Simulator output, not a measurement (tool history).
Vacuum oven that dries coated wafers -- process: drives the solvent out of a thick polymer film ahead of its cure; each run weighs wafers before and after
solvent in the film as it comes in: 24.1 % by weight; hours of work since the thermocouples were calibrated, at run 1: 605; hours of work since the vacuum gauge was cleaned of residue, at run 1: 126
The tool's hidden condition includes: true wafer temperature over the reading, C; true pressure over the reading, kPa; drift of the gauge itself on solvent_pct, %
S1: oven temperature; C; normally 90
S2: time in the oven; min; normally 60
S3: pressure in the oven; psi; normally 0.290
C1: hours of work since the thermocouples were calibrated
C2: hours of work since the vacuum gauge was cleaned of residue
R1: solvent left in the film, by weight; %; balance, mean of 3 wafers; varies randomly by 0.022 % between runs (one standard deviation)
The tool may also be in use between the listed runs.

Run 1, hour 0.0: usual settings; C1 605; C2 126. Result: R1 1.94 %.
Run 2, hour 36.8: usual settings; C1 626; C2 147. Result: R1 1.92 %.
Run 3, hour 65.0: usual settings; C1 642; C2 163. Result: R1 1.91 %.
Run 4, hour 100.2: usual settings but S2 67 min; C1 661; C2 183. Result: R1 1.73 %.
Run 5, hour 118.2: usual settings but S2 67 min; C1 672; C2 193. Result: R1 1.72 %.
Run 6, hour 137.1: usual settings but S1 95 C, S2 67 min; C1 682; C2 204. Result: R1 1.18 %.
Run 7, hour 173.2: usual settings but S1 95 C, S2 67 min; C1 703; C2 224. Result: R1 1.13 %.
Run 8, hour 191.0: usual settings; C1 713; C2 234. Result: R1 1.91 %.
Run 9, hour 218.1: usual settings; C1 728; C2 250. Result: R1 1.89 %.
Run 10, hour 238.0: usual settings but S1 92 C; C1 739; C2 261. Result: R1 1.57 %.
At hour 252.1: oven's thermocouples calibrated.
Run 11, hour 280.0: usual settings but S3 0.906 psi; C1 16; C2 283. Result: R1 4.87 %.
Run 12, hour 312.6: usual settings; C1 34; C2 302. Result: R1 2.19 %.
Run 13, hour 342.7: usual settings but S3 0.190 psi; C1 51; C2 319. Result: R1 1.77 %.
Run 14, hour 361.4: usual settings but S1 103 C; C1 62; C2 329. Result: R1 0.89 %.
Run 15, hour 384.4: usual settings but S1 103 C; C1 75; C2 342. Result: R1 0.86 %.
Run 16, hour 415.0: usual settings but S1 103 C; C1 92; C2 360. Result: R1 0.89 %.
Run 17, hour 444.8: usual settings but S1 103 C; C1 109; C2 377. Result: R1 0.87 %.
Run 18, hour 474.4: usual settings but S1 103 C; C1 126; C2 393. Result: R1 0.87 %.
Run 19, hour 496.5: usual settings but S2 37 min; C1 138; C2 406. Result: R1 4.05 %.
Run 20, hour 517.0: usual settings; C1 150; C2 417. Result: R1 2.20 %.
Run 21, hour 540.7: usual settings but S3 0.428 psi; C1 163; C2 431. Result: R1 2.80 %.
Run 22, hour 560.8: usual settings; C1 175; C2 442. Result: R1 2.24 %.
Run 23, hour 596.4: usual settings but S3 0.580 psi; C1 195; C2 462. Result: R1 3.46 %.
Run 24, hour 615.3: usual settings but S3 0.580 psi; C1 205; C2 473. Result: R1 3.43 %.
Run 25, hour 642.8: usual settings but S1 93 C, S3 0.252 psi; C1 221; C2 489. Result: R1 1.49 %.
Run 26, hour 670.2: usual settings but S1 79 C, S3 0.213 psi; C1 236; C2 504. Result: R1 6.10 %.
Run 27, hour 704.2: usual settings but S1 89 C, S2 84 min; C1 256; C2 523. Result: R1 1.83 %.
Run 28, hour 728.8: usual settings but S1 89 C, S2 46 min, S3 0.186 psi; C1 269; C2 537. Result: R1 2.94 %.
Run 29, hour 749.9: usual settings but S1 89 C, S2 46 min, S3 0.186 psi; C1 281; C2 549. Result: R1 2.98 %.
Run 30, hour 769.8: usual settings but S1 89 C, S2 46 min, S3 0.186 psi; C1 293; C2 560. Result: R1 2.95 %.
Run 31, hour 806.4: usual settings but S1 89 C, S2 46 min, S3 0.186 psi; C1 313; C2 581. Result: R1 2.99 %.
Run 32, hour 824.0: usual settings but S1 89 C, S2 79 min, S3 0.294 psi; C1 323; C2 591. Result: R1 1.90 %.
Run 33, hour 843.6: usual settings but S1 89 C, S2 79 min, S3 0.294 psi; C1 334; C2 602. Result: R1 1.93 %.
Run 34, hour 876.4: usual settings but S1 89 C, S2 79 min, S3 0.294 psi; C1 353; C2 621. Result: R1 1.94 %.
Run 35, hour 905.4: usual settings but S1 100 C, S2 86 min, S3 0.495 psi; C1 369; C2 637. Result: R1 1.65 %.
Run 36, hour 944.0: usual settings but S1 100 C, S2 104 min, S3 0.447 psi; C1 391; C2 659. Result: R1 1.53 %.
Run 37, hour 974.9: usual settings but S1 100 C, S2 92 min, S3 0.711 psi; C1 409; C2 676. Result: R1 2.31 %.
Run 38, hour 1009.7: usual settings but S1 102 C, S3 0.674 psi; C1 428; C2 696. Result: R1 2.06 %.
Run 39, hour 1041.6: usual settings but S1 102 C, S3 0.674 psi; C1 446; C2 714. Result: R1 2.06 %.
Run 40, hour 1082.0: usual settings but S1 80 C, S2 37 min, S3 1.028 psi; C1 469; C2 737. Result: R1 12.24 %.
Run 41, hour 1103.4: usual settings but S1 79 C, S2 54 min, S3 0.297 psi; C1 481; C2 749. Result: R1 7.09 %.
Run 42, hour 1120.3: usual settings but S1 95 C, S2 89 min, S3 0.199 psi; C1 491; C2 758. Result: R1 0.93 %.
Run 43, hour 1147.4: usual settings but S1 83 C; C1 506; C2 774. Result: R1 4.52 %.
Run 44, hour 1164.1: usual settings but S2 50 min, S3 0.468 psi; C1 516; C2 783. Result: R1 3.42 %.
Run 45, hour 1180.9: usual settings but S1 85 C, S2 38 min, S3 0.222 psi; C1 525; C2 793. Result: R1 5.83 %.
Run 46, hour 1215.7: usual settings but S1 85 C, S2 55 min, S3 0.618 psi; C1 545; C2 812. Result: R1 5.61 %.
Run 47, hour 1244.9: usual settings but S2 38 min, S3 0.157 psi; C1 561; C2 829. Result: R1 3.29 %.
Run 48, hour 1264.1: usual settings but S1 75 C, S2 50 min, S3 0.851 psi; C1 572; C2 840. Result: R1 12.72 %.

For each entry between runs, how does the tool's hidden state at the last listed run before it compare with that at the first listed run after it?
In the gap between runs 10 and 11: oven's thermocouples calibrated (hour 252.1)
  true wafer temperature over the reading, C: 1.01 -> -0.37; true pressure over the reading, kPa: 0.135 -> 0.146
  measured result minus the result with no hidden state, R1: -0.08 -> +0.20 %

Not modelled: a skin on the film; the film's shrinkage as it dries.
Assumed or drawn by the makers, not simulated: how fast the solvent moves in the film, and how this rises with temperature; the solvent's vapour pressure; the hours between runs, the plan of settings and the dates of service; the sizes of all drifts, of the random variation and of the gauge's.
